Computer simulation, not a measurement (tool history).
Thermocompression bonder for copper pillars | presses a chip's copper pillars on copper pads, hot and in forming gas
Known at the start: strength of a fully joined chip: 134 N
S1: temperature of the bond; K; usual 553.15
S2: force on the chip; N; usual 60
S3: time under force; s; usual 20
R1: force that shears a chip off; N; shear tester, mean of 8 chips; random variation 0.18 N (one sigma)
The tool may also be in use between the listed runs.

run	day	S1	S2	S3	R1
1	0	553.15	60	20	46.2
2	0.562	553.15	60	20	45.9
3	0.979	553.15	60	20	45.9
4	1.625	553.15	60	20	45.8
5	2.162	553.15	60	29	53
# day 2.838: forming gas filter changed
6	2.867	553.15	60	23	50.2
7	3.7	553.15	60	23	50.8
8	4.262	524.15	60	20	35.4
9	4.879	524.15	60	53	52.7
10	5.583	524.15	60	53	52.7
11	6.188	524.15	60	53	52.2
12	6.725	575.15	50	47	69.7
13	7.462	535.15	84	23	51.4
14	8.154	526.15	88	23	48.2
15	8.662	553.15	44	20	39
16	9.171	581.15	55	20	56.6
17	9.775	564.15	66	17	51.3
18	10.358	564.15	66	17	51.7
19	11.017	564.15	66	17	51.2

5 ways to go on from here, each from the tool as it stands after run 19. What would each give?
A	11.642	570.15	66	17	?
B	11.642	539.15	55	20	?
C	11.642	576.15	83	17	?
D	11.642	568.15	66	16	?
E	11.642	537.15	62	20	?

run	R1
A	53.3
B	38.7
C	63.9
D	51.6
E	41
Without the tool's hidden state the same runs would have given:
run	R1
A	53.6
B	38.7
C	64.3
D	51.9
E	41

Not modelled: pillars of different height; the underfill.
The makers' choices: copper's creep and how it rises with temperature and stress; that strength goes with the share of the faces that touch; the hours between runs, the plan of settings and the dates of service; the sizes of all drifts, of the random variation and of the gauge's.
